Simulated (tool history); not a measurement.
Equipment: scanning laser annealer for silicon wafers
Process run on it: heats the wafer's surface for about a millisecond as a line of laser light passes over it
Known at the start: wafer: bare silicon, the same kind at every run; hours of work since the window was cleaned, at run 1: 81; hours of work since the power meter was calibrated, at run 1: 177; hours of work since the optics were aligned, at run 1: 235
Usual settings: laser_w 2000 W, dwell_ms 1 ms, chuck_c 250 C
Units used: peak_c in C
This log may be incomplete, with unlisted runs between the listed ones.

run	day	laser_w	dwell_ms	chuck_c	hours of work since the window was cleaned	hours of work since the power meter was calibrated	hours of work since the optics were aligned	peak_c
1	0	2000	1	250	81	177	235	1004
2	0.583	2000	1	250	88	184	242	1005
3	1.404	2000	1	250	97	193	252	1004
4	2.112	2000	1	250	106	202	261	1002
5	2.833	2000	1	250	114	210	269	1004
6	3.308	2000	1	250	120	216	275	1004
7	3.888	2000	1	250	127	223	282	1004
8	4.275	2000	1	250	132	228	286	1002
9	4.758	1907	1.17	250	137	233	292	1025
10	5.317	1829	1.09	280	144	240	299	999
11	5.825	1829	1.09	280	150	246	305	1000
12	6.292	1927	0.77	274	156	252	310	913
13	7.154	1927	0.77	274	166	262	321	914
14	7.9	1889	1.22	250	175	271	329	1035
15	8.808	1889	1.22	250	185	282	340	1033
16	9.275	1769	1	250	191	287	346	917

Predict each of these 3 candidate next runs independently; none follows another, all start after run 16:
A	10.154	2185	1	250	202	298	356	?
B	10.154	2000	0.81	250	202	298	356	?
C	10.154	1870	1	254	202	298	356	?

run	peak_c
A	1069
B	926
C	961
What these runs would have given with no unlogged condition in the tool:
run	peak_c
A	1076
B	932
C	967
